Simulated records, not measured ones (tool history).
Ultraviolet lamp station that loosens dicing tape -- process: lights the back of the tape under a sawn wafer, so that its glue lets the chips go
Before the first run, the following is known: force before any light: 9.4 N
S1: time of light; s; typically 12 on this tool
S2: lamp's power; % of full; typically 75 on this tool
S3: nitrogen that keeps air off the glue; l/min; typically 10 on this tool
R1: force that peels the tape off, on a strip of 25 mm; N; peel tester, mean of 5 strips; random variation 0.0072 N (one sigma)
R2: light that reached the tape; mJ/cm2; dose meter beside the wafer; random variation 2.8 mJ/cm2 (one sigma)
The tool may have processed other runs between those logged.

Run 1, hour 0: usual settings. Result: R1 0.4 N, R2 320 mJ/cm2.
Run 2, hour 12.3: usual settings. Result: R1 0.418 N, R2 321 mJ/cm2.
Run 3, hour 25.6: usual settings. Result: R1 0.413 N, R2 318 mJ/cm2.
Run 4, hour 36.7: usual settings. Result: R1 0.445 N, R2 313 mJ/cm2.
Run 5, hour 47.9: usual settings but S3 7 l/min. Result: R1 0.534 N, R2 307 mJ/cm2.
Run 6, hour 60.5: usual settings but S3 6 l/min. Result: R1 0.6 N, R2 306 mJ/cm2.
Run 7, hour 67.2: usual settings but S3 6 l/min. Result: R1 0.605 N, R2 303 mJ/cm2.
Run 8, hour 76.7: usual settings but S3 3 l/min. Result: R1 0.927 N, R2 304 mJ/cm2.
Run 9, hour 82.2: usual settings but S3 3 l/min. Result: R1 0.881 N, R2 305 mJ/cm2.
Run 10, hour 89.4: usual settings but S2 60 % of full. Result: R1 0.874 N, R2 245 mJ/cm2.
Run 11, hour 100.5: usual settings but S2 60 % of full. Result: R1 0.907 N, R2 236 mJ/cm2.
Run 12, hour 114.2: usual settings but S2 60 % of full. Result: R1 0.93 N, R2 232 mJ/cm2.
Run 13, hour 124: usual settings but S2 60 % of full. Result: R1 0.924 N, R2 237 mJ/cm2.
At hour 137.4: window cleaned of glue's vapour.
Run 14, hour 138: usual settings but S2 60 % of full. Result: R1 0.691 N, R2 271 mJ/cm2.
Run 15, hour 145.5: usual settings but S2 60 % of full. Result: R1 0.69 N, R2 266 mJ/cm2.
Run 16, hour 155.4: usual settings. Result: R1 0.373 N, R2 328 mJ/cm2.
Run 17, hour 167.8: usual settings but S1 21 s, S2 81 % of full, S3 6 l/min. Result: R1 0.086 N, R2 619 mJ/cm2.
Run 18, hour 180.6: usual settings but S1 9 s, S3 4 l/min. Result: R1 1.28 N, R2 243 mJ/cm2.
Run 19, hour 186.2: usual settings but S1 9 s, S2 61 % of full, S3 4 l/min. Result: R1 1.874 N, R2 196 mJ/cm2.
Run 20, hour 198.6: usual settings but S1 9 s, S2 61 % of full, S3 4 l/min. Result: R1 1.931 N, R2 193 mJ/cm2.
Run 21, hour 207: usual settings but S1 19 s, S2 61 % of full, S3 4 l/min. Result: R1 0.354 N, R2 405 mJ/cm2.
Run 22, hour 214: usual settings but S1 11 s, S2 72 % of full, S3 11 l/min. Result: R1 0.596 N, R2 281 mJ/cm2.
Run 23, hour 224.2: usual settings but S1 11 s, S2 72 % of full, S3 11 l/min. Result: R1 0.629 N, R2 277 mJ/cm2.
Run 24, hour 230.8: usual settings but S1 9 s, S2 81 % of full. Result: R1 0.819 N, R2 252 mJ/cm2.
Run 25, hour 238.3: usual settings but S1 9 s, S2 81 % of full. Result: R1 0.817 N, R2 248 mJ/cm2.
Run 26, hour 245.8: usual settings but S1 9 s, S2 81 % of full. Result: R1 0.814 N, R2 249 mJ/cm2.
Run 27, hour 252.3: usual settings but S2 61 % of full. Result: R1 0.828 N, R2 244 mJ/cm2.
Run 28, hour 260.7: usual settings but S2 61 % of full. Result: R1 0.836 N, R2 246 mJ/cm2.
Run 29, hour 273.5: usual settings but S2 61 % of full. Result: R1 0.861 N, R2 241 mJ/cm2.
Run 30, hour 285.4: usual settings but S1 14 s. Result: R1 0.338 N, R2 343 mJ/cm2.
Run 31, hour 296.1: usual settings but S1 13 s, S3 17 l/min. Result: R1 0.34 N, R2 318 mJ/cm2.

Below, some changes in R1 between adjacent runs. For each, the amount present without the hidden state too (settings, incoming material, random variation) and the amount remaining for the hidden state with gauge scatter not shared by both compared results:
Hidden state present: lamp's light, % of a new lamp's; light that the window lets through, % of a clean one's; drift of the gauge itself on peel_n, %; drift of the gauge itself on dose_mj_cm2, %.
Run 13 -> 14: window cleaned of glue's vapour. R1 -0.233 N: hidden state -0.248, all else +0.015.
Run 17 -> 18: S1 21 -> 9, S2 81 -> 75, S3 6 -> 4. R1 +1.194 N: hidden state +0.339, all else +0.855.
Run 18 -> 19: S2 75 -> 61. R1 +0.594 N: hidden state +0.098, all else +0.496.
Run 20 -> 21: S1 9 -> 19. R1 -1.577 N: hidden state -0.348, all else -1.229.
